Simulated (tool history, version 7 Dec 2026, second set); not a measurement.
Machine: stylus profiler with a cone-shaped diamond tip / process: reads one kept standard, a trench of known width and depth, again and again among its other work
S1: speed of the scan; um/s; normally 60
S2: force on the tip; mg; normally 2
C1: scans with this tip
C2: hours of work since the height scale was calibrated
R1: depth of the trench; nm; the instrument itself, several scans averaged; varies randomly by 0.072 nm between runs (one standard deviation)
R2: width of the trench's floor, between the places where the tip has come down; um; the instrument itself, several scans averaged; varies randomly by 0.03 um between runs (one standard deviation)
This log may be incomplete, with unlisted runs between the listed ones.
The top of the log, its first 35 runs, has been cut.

Run 36, hour 1344.3: usual settings but S1 15 um/s, S2 1.06 mg; C1 11614; C2 788. Result: R1 101.04 nm, R2 17.82 um.
Run 37, hour 1384.5: usual settings but S1 15 um/s, S2 1.06 mg; C1 11991; C2 813. Result: R1 101.1 nm, R2 17.79 um.
Run 38, hour 1427.1: usual settings but S1 105 um/s, S2 0.95 mg; C1 12390; C2 841. Result: R1 101.04 nm, R2 17.14 um.
At hour 1468.3: new tip fitted, height scale calibrated.
Run 39, hour 1478: usual settings but S1 105 um/s, S2 0.95 mg; C1 91; C2 6. Result: R1 100.68 nm, R2 18 um.
Run 40, hour 1520.4: usual settings but S1 51 um/s, S2 4.75 mg; C1 489; C2 33. Result: R1 101.89 nm, R2 18.55 um.
Run 41, hour 1562.8: usual settings but S1 51 um/s, S2 4.75 mg; C1 887; C2 60. Result: R1 101.95 nm, R2 18.5 um.
Run 42, hour 1587.9: usual settings but S1 16 um/s, S2 2.38 mg; C1 1122; C2 76. Result: R1 101.19 nm, R2 18.61 um.
Run 43, hour 1610.1: usual settings but S1 28 um/s, S2 0.76 mg; C1 1330; C2 90. Result: R1 100.51 nm, R2 18.4 um.
Run 44, hour 1646.5: usual settings but S1 32 um/s, S2 1.99 mg; C1 1671; C2 113. Result: R1 101.11 nm, R2 18.4 um.
Run 45, hour 1685.4: usual settings but S1 92 um/s, S2 5.39 mg; C1 2036; C2 138. Result: R1 102.05 nm, R2 18.32 um.
Run 46, hour 1709.7: usual settings but S1 34 um/s, S2 0.9 mg; C1 2263; C2 153. Result: R1 100.66 nm, R2 18.27 um.

Branching from run 46: 3 alternative next runs. What would each branch give?
Run A, hour 1752.1: usual settings but S1 20 um/s, S2 3.8 mg; C1 2660; C2 180. Result: R1 ?, R2 ?.
Run B, hour 1752.1: usual settings but S1 215 um/s, S2 0.9 mg; C1 2660; C2 180. Result: R1 ?, R2 ?.
Run C, hour 1752.1: usual settings but S1 151 um/s, S2 4.71 mg; C1 2660; C2 180. Result: R1 ?, R2 ?.

run      R1     R2
  A  101.66   18.4
  B  100.68  17.02
  C  101.95  18.11
Had the tool no hidden state, the same runs would have come out as:
run      R1     R2
  A  101.57  18.62
  B  100.59  17.24
  C  101.86  18.33
